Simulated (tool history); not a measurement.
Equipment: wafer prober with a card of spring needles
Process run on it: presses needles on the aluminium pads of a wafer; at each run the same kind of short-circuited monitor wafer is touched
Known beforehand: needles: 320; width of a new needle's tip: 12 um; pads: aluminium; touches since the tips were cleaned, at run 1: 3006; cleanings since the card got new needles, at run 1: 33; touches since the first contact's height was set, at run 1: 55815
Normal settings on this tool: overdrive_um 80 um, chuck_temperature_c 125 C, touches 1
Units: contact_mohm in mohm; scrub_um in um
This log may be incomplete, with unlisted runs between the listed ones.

run,hour,overdrive_um,chuck_temperature_c,touches,touches since the tips were cleaned,cleanings since the card got new needles,touches since the first contact's height was set,contact_mohm,scrub_um
1,0,80,125,1,3006,33,55815,248,11.454
# hour 10.4: tips cleaned on abrasive film
# hour 21.5: height of the first contact set anew
2,21.8,80,125,1,6514,34,179,245,11.433
# hour 25.3: tips cleaned on abrasive film
# hour 41.9: tips cleaned on abrasive film
3,44.6,80,125,1,1612,36,13533,245,11.433
# hour 56.9: tips cleaned on abrasive film
# hour 73.7: tips cleaned on abrasive film
4,85.9,80,125,1,7167,38,37717,253,11.4
# hour 88.9: tips cleaned on abrasive film
# hour 106: tips cleaned on abrasive film
5,115.4,80,125,1,5497,40,54947,247,11.36
# hour 121.8: tips cleaned on abrasive film
# hour 136.7: tips cleaned on abrasive film
# hour 140.6: height of the first contact set anew
# hour 152.7: tips cleaned on abrasive film
6,153.6,80,125,1,524,43,7610,248,11.325
# hour 168.1: tips cleaned on abrasive film
7,176.4,80,125,1,4916,44,20998,250,11.326
# hour 185.4: tips cleaned on abrasive film
# hour 200.1: tips cleaned on abrasive film
8,200.1,80,125,1,0,46,34840,247,11.314
# hour 216.2: tips cleaned on abrasive film
9,229.8,80,125,1,8048,47,52278,248,11.289
# hour 232.8: tips cleaned on abrasive film
# hour 249.1: tips cleaned on abrasive film
# hour 256.2: height of the first contact set anew
# hour 265.3: tips cleaned on abrasive film
10,269.3,80,49,1,2304,50,7624,231,11.255
# hour 281.5: tips cleaned on abrasive film
11,287.7,80,49,1,3652,51,18457,231,11.239
# hour 298.4: tips cleaned on abrasive film
# hour 314.8: tips cleaned on abrasive film
12,319.1,80,49,1,2545,53,36786,229,11.234
# hour 331: tips cleaned on abrasive film
# hour 346: tips cleaned on abrasive film
13,346.8,80,49,3,496,55,53000,225,11.199
# hour 360.8: tips cleaned on abrasive film
# hour 373.1: height of the first contact set anew
14,373.1,80,125,1,7059,56,0,249,11.181
# hour 376.5: tips cleaned on abrasive film
# hour 392.1: tips cleaned on abrasive film
# hour 404.5: gauge calibrated
# hour 406.6: tips cleaned on abrasive film
15,407.6,80,125,1,572,59,20128,246,11.459
# hour 421.9: tips cleaned on abrasive film
# hour 437.6: tips cleaned on abrasive film
16,438.6,65,98,1,606,61,38281,241,9.289
# hour 454.1: tips cleaned on abrasive film
# hour 469.2: tips cleaned on abrasive film
17,477.4,69,98,2,4798,63,60977,243,9.827
# hour 485.4: tips cleaned on abrasive film
# hour 492.3: height of the first contact set anew
# hour 500.9: tips cleaned on abrasive film
18,503.2,80,123,3,1327,65,6340,242,11.39
# hour 518.6: tips cleaned on abrasive film
# hour 534.3: tips cleaned on abrasive film
19,538.6,80,124,3,2535,67,27104,244,11.353
# hour 550.3: tips cleaned on abrasive film
20,564.4,80,124,3,8277,68,42207,248,11.337
# hour 566.6: tips cleaned on abrasive film
# hour 583.6: tips cleaned on abrasive film
# hour 600.3: tips cleaned on abrasive film
21,602.5,80,107,2,1296,71,64523,238,11.307
# hour 608.3: height of the first contact set anew
# hour 615.5: tips cleaned on abrasive film
# hour 633: tips cleaned on abrasive film
22,637,63,125,2,2372,73,16821,246,8.876
# hour 648.6: tips cleaned on abrasive film
# hour 663.8: tips cleaned on abrasive film
23,677.7,63,35,1,8221,75,40676,228,8.858
# hour 680.7: tips cleaned on abrasive film
# hour 698.4: tips cleaned on abrasive film
# hour 713.9: tips cleaned on abrasive film
24,718.5,67,64,2,2712,78,64493,235,9.389
# hour 723.9: height of the first contact set anew
# hour 729.3: tips cleaned on abrasive film
25,741.2,80,69,1,7012,79,10146,237,11.203
# hour 744.1: tips cleaned on abrasive film
# hour 760.4: tips cleaned on abrasive film
26,772.6,86,125,1,7235,81,28549,245,12.034
# hour 776.1: tips cleaned on abrasive film
# hour 791.7: tips cleaned on abrasive film
# hour 806.4: tips cleaned on abrasive film
27,814.8,60,63,2,4944,84,53214,237,8.357
# hour 821.5: tips cleaned on abrasive film
# hour 836.5: tips cleaned on abrasive film
# hour 840: height of the first contact set anew
# hour 852.3: tips cleaned on abrasive film
28,853.2,69,29,2,572,87,7715,225,9.599

Branching from run 28: 4 alternative next runs. What would each branch give?
# hour 869.2: tips cleaned on abrasive film
# hour 885.8: tips cleaned on abrasive film
A,892.9,61,125,2,4206,89,30966,?,?
# hour 869.2: tips cleaned on abrasive film
# hour 885.8: tips cleaned on abrasive film
B,892.9,65,31,1,4206,89,30966,?,?
# hour 869.2: tips cleaned on abrasive film
# hour 885.8: tips cleaned on abrasive film
C,892.9,70,29,2,4206,89,30966,?,?
# hour 869.2: tips cleaned on abrasive film
# hour 885.8: tips cleaned on abrasive film
D,892.9,69,27,2,4206,89,30966,?,?

run,contact_mohm,scrub_um
A,245,8.453
B,224,9.005
C,226,9.692
D,223,9.564
With no hidden state in the tool, these same runs would have given:
run,contact_mohm,scrub_um
A,244,8.73
B,223,9.3
C,225,10.009
D,223,9.878
